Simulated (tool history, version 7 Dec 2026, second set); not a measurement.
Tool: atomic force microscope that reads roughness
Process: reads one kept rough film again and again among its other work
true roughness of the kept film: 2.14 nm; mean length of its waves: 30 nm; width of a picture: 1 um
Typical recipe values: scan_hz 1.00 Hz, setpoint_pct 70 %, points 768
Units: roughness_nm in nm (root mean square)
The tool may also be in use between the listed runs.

run   hour  scan_hz  setpoint_pct  points  roughness_nm
  1    0.0     1.00            70     768         1.967
  2   14.9     1.00            74     768         1.952
  3   31.6     1.00            68     768         1.963
  4   41.0     1.00            70     768         1.976
  5   58.1     1.00            70     768         1.963
  6   80.1     1.00            70     768         1.983
  7   94.0     1.00            70     768         1.982
  8  112.8     1.00            70     768         1.960
  9  126.5     1.00            56     768         2.004
 10  143.4     1.00            70     768         1.971
 11  164.9     1.00            70     768         1.971
 12  178.3     1.00            70     768         1.975
 13  195.0     1.00            60     768         1.982
 14  211.5     2.66            57     512         1.972
 15  225.2     2.66            57     512         1.948
 16  244.1     2.66            57     512         1.956
 17  263.0     0.64            83     289         1.950
 18  282.0     0.67            57     425         1.979
 19  294.1     0.64            60     540         1.988
 20  316.2     0.64            61     312         1.950
 21  331.2     1.95            66     327         1.936
 22  354.2     1.95            66     327         1.954
 23  367.1     1.86            63     366         1.949
 24  382.7     2.81            82     414         1.819
 25  393.8     1.37            60     847         1.977

Taken out of this log: 2 entries between the listed runs. Where each belongs, and how the hidden state differs across it:
Runs 5 to 6: new tip fitted (hour 79.2)
  radius of the tip, nm: 7.4 -> 7
Runs 20 to 21: new tip fitted (hour 323.9)
  radius of the tip, nm: 7.4 -> 7
